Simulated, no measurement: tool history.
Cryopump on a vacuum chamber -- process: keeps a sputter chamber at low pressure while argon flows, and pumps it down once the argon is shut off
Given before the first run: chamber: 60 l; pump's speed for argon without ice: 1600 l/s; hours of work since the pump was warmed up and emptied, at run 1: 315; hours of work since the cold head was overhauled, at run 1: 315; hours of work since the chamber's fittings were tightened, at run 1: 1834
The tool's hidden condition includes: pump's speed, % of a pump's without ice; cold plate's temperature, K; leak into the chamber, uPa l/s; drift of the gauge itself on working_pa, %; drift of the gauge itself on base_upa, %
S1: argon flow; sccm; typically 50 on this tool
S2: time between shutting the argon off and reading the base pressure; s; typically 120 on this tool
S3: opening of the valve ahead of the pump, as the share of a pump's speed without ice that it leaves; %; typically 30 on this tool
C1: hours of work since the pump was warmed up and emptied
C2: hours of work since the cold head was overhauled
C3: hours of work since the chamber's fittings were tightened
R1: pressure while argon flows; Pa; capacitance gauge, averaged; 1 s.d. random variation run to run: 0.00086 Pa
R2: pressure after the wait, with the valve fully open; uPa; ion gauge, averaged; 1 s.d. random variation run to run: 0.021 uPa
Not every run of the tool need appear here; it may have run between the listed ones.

{"run": 1, "day": 0.0, "S1": 50, "S2": 120, "S3": 30, "C1": 315, "C2": 315, "C3": 1834, "R1": 0.1819, "R2": 2.08}
{"run": 2, "day": 0.712, "S1": 50, "S2": 120, "S3": 30, "C1": 327, "C2": 327, "C3": 1846, "R1": 0.1814, "R2": 2.06}
{"run": 3, "day": 1.138, "S1": 50, "S2": 120, "S3": 30, "C1": 335, "C2": 335, "C3": 1853, "R1": 0.1812, "R2": 2.01}
{"run": 4, "day": 1.592, "S1": 50, "S2": 120, "S3": 30, "C1": 342, "C2": 342, "C3": 1861, "R1": 0.1827, "R2": 2.1}
{"run": 5, "day": 2.025, "S1": 50, "S2": 34, "S3": 30, "C1": 350, "C2": 350, "C3": 1869, "R1": 0.1831, "R2": 2.88}
{"run": 6, "day": 2.546, "S1": 50, "S2": 34, "S3": 30, "C1": 359, "C2": 359, "C3": 1877, "R1": 0.1842, "R2": 2.9}
{"run": 7, "day": 3.279, "S1": 50, "S2": 34, "S3": 30, "C1": 371, "C2": 371, "C3": 1890, "R1": 0.1838, "R2": 2.93}
{"run": 8, "day": 3.958, "S1": 50, "S2": 34, "S3": 30, "C1": 383, "C2": 383, "C3": 1901, "R1": 0.1838, "R2": 2.9}
{"run": 9, "day": 4.458, "S1": 87, "S2": 34, "S3": 30, "C1": 391, "C2": 391, "C3": 1910, "R1": 0.3191, "R2": 2.87}
{"run": 10, "day": 5.175, "S1": 50, "S2": 120, "S3": 30, "C1": 403, "C2": 403, "C3": 1922, "R1": 0.1837, "R2": 2.21}
{"run": 11, "day": 5.846, "S1": 50, "S2": 46, "S3": 30, "C1": 415, "C2": 415, "C3": 1933, "R1": 0.1838, "R2": 2.66}
{"run": 12, "day": 6.575, "S1": 50, "S2": 22, "S3": 29, "C1": 427, "C2": 427, "C3": 1946, "R1": 0.1902, "R2": 3.55}
{"run": 13, "day": 7.217, "S1": 50, "S2": 22, "S3": 29, "C1": 438, "C2": 438, "C3": 1957, "R1": 0.191, "R2": 3.53}
{"run": 14, "day": 7.846, "S1": 50, "S2": 22, "S3": 29, "C1": 449, "C2": 449, "C3": 1967, "R1": 0.1916, "R2": 3.55}
{"run": 15, "day": 8.538, "S1": 50, "S2": 22, "S3": 29, "C1": 460, "C2": 460, "C3": 1979, "R1": 0.192, "R2": 3.61}
{"run": 16, "day": 8.975, "S1": 50, "S2": 22, "S3": 29, "C1": 468, "C2": 468, "C3": 1987, "R1": 0.1927, "R2": 3.66}
{"run": 17, "day": 9.758, "S1": 50, "S2": 22, "S3": 29, "C1": 481, "C2": 481, "C3": 2000, "R1": 0.1918, "R2": 3.67}
{"run": 18, "day": 10.412, "S1": 50, "S2": 22, "S3": 20, "C1": 492, "C2": 492, "C3": 2011, "R1": 0.2731, "R2": 3.75}
{"run": 19, "day": 11.154, "S1": 67, "S2": 120, "S3": 30, "C1": 505, "C2": 505, "C3": 2024, "R1": 0.2512, "R2": 2.32}
{"run": 20, "day": 11.704, "S1": 67, "S2": 120, "S3": 30, "C1": 514, "C2": 514, "C3": 2033, "R1": 0.251, "R2": 2.38}
{"run": 21, "day": 12.075, "S1": 67, "S2": 120, "S3": 30, "C1": 520, "C2": 520, "C3": 2039, "R1": 0.2498, "R2": 2.38}
{"run": 22, "day": 12.538, "S1": 100, "S2": 120, "S3": 30, "C1": 528, "C2": 528, "C3": 2047, "R1": 0.3726, "R2": 2.39}

Predict each of these 5 candidate next runs independently; none follows another, all start after run 22:
{"run": "A", "day": 13.317, "S1": 39, "S2": 23, "S3": 26, "C1": 542, "C2": 542, "C3": 2060, "R1": "?", "R2": "?"}
{"run": "B", "day": 13.317, "S1": 62, "S2": 38, "S3": 43, "C1": 542, "C2": 542, "C3": 2060, "R1": "?", "R2": "?"}
{"run": "C", "day": 13.317, "S1": 50, "S2": 136, "S3": 17, "C1": 542, "C2": 542, "C3": 2060, "R1": "?", "R2": "?"}
{"run": "D", "day": 13.317, "S1": 33, "S2": 42, "S3": 45, "C1": 542, "C2": 542, "C3": 2060, "R1": "?", "R2": "?"}
{"run": "E", "day": 13.317, "S1": 100, "S2": 120, "S3": 33, "C1": 542, "C2": 542, "C3": 2060, "R1": "?", "R2": "?"}

run=A R1=0.1674 R2=3.65
run=B R1=0.1655 R2=3.01
run=C R1=0.3218 R2=2.34
run=D R1=0.085 R2=3.02
run=E R1=0.343 R2=2.43
With no hidden state in the tool, these same runs would have given:
run=A R1=0.1588 R2=1.73
run=B R1=0.1518 R2=1.12
run=C R1=0.3107 R2=0.42
run=D R1=0.0777 R2=1.06
run=E R1=0.3207 R2=0.51

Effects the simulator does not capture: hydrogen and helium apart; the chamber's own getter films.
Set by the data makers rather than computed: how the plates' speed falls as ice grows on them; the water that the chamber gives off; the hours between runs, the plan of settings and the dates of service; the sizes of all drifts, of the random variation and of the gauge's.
